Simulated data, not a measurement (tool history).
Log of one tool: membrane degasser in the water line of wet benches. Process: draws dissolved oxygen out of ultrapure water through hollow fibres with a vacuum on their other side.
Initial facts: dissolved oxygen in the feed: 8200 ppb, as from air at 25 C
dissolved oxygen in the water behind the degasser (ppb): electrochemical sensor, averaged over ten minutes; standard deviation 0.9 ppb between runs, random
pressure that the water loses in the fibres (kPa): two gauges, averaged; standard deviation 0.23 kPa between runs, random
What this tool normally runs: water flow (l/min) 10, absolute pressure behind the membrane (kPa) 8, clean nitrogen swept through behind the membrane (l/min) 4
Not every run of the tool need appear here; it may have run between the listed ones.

| run | hour | water flow (l/min) | absolute pressure behind the membrane (kPa) | clean nitrogen swept through behind the membrane (l/min) | dissolved oxygen in the water behind the degasser (ppb) | pressure that the water loses in the fibres (kPa) |
|---|---|---|---|---|---|---|
| 1 | 0 | 10 | 8 | 4 | 85.8 | 58.63 |
| 2 | 59.4 | 10 | 9.84 | 4 | 96.3 | 59.01 |
| 3 | 105.2 | 10 | 8 | 4 | 84.6 | 59.02 |
| 4 | 193.6 | 10 | 8 | 4 | 86.1 | 59 |
| 5 | 253.8 | 10 | 8 | 4 | 86.2 | 59.45 |
| 6 | 343.3 | 10 | 8 | 4 | 84.4 | 59.56 |
| 7 | 413.9 | 10 | 8 | 5.74 | 75.8 | 58.81 |
| 8 | 468.7 | 10 | 8 | 5.74 | 74.4 | 59.03 |
| 9 | 517.9 | 10 | 8 | 5.74 | 74.3 | 59.15 |
| 10 | 580.9 | 10 | 8 | 5.74 | 76.5 | 59.18 |
| 11 | 655.6 | 10 | 8 | 5.74 | 74.5 | 59.33 |
| 12 | 727.5 | 10 | 8 | 4 | 84.1 | 58.74 |
| 13 | 783.6 | 10 | 8 | 4 | 85.6 | 59.02 |
| 14 | 847 | 10 | 5.7 | 4 | 70.7 | 59.3 |
| 15 | 917.3 | 10 | 5.7 | 4 | 70.4 | 59.14 |
| 16 | 962.9 | 10 | 8 | 10.68 | 67.1 | 59.29 |
| 17 | 1050.8 | 10 | 8 | 10.68 | 66.3 | 59.05 |
| 18 | 1136.8 | 6 | 8.61 | 4.39 | 26.2 | 35.55 |
| 19 | 1215.5 | 6 | 8.61 | 2.4 | 41.8 | 35.85 |
| 20 | 1290.2 | 6 | 8.61 | 2.4 | 40.9 | 35.49 |

Run 21, settings as shown, results not yet in. Your forecast:
| 21 | 1357.7 | 6 | 8.61 | 2.4 | ? | ? |

Run 21 measured dissolved oxygen in the water behind the degasser (ppb) 41.2, pressure that the water loses in the fibres (kPa) 35.7.
Minus the tool's unlogged condition, the same run would have read dissolved oxygen in the water behind the degasser (ppb) 41.2, pressure that the water loses in the fibres (kPa) 35.21.
